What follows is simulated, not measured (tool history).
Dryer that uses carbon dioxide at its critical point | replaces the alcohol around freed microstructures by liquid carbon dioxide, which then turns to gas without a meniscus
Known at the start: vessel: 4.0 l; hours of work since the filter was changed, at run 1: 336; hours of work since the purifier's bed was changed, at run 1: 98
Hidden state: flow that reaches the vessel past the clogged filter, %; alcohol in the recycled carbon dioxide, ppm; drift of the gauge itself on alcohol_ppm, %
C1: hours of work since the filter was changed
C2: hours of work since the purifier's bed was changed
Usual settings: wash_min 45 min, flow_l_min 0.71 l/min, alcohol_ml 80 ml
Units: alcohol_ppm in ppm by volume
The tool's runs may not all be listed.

Run 1, hour 0: usual settings; C1 336; C2 98. Result: alcohol_ppm 103 ppm by volume.
Run 2, hour 8.3: usual settings; C1 339; C2 101. Result: alcohol_ppm 99 ppm by volume.
Run 3, hour 18.1: usual settings; C1 343; C2 105. Result: alcohol_ppm 101 ppm by volume.
Run 4, hour 25.6: usual settings; C1 346; C2 108. Result: alcohol_ppm 100 ppm by volume.
Run 5, hour 36.6: usual settings; C1 350; C2 112. Result: alcohol_ppm 106 ppm by volume.
Run 6, hour 44.7: usual settings; C1 353; C2 115. Result: alcohol_ppm 107 ppm by volume.
Run 7, hour 53.3: usual settings; C1 356; C2 118. Result: alcohol_ppm 100 ppm by volume.
Run 8, hour 62.5: usual settings but alcohol_ml 92 ml; C1 359; C2 121. Result: alcohol_ppm 116 ppm by volume.

Forecast run 9:
Run 9, hour 74.5: usual settings but alcohol_ml 92 ml; C1 364; C2 126. Result: alcohol_ppm ?.

alcohol_ppm: 121 ppm by volume
Without the tool's hidden state the same run would have given alcohol_ppm 90 ppm by volume.
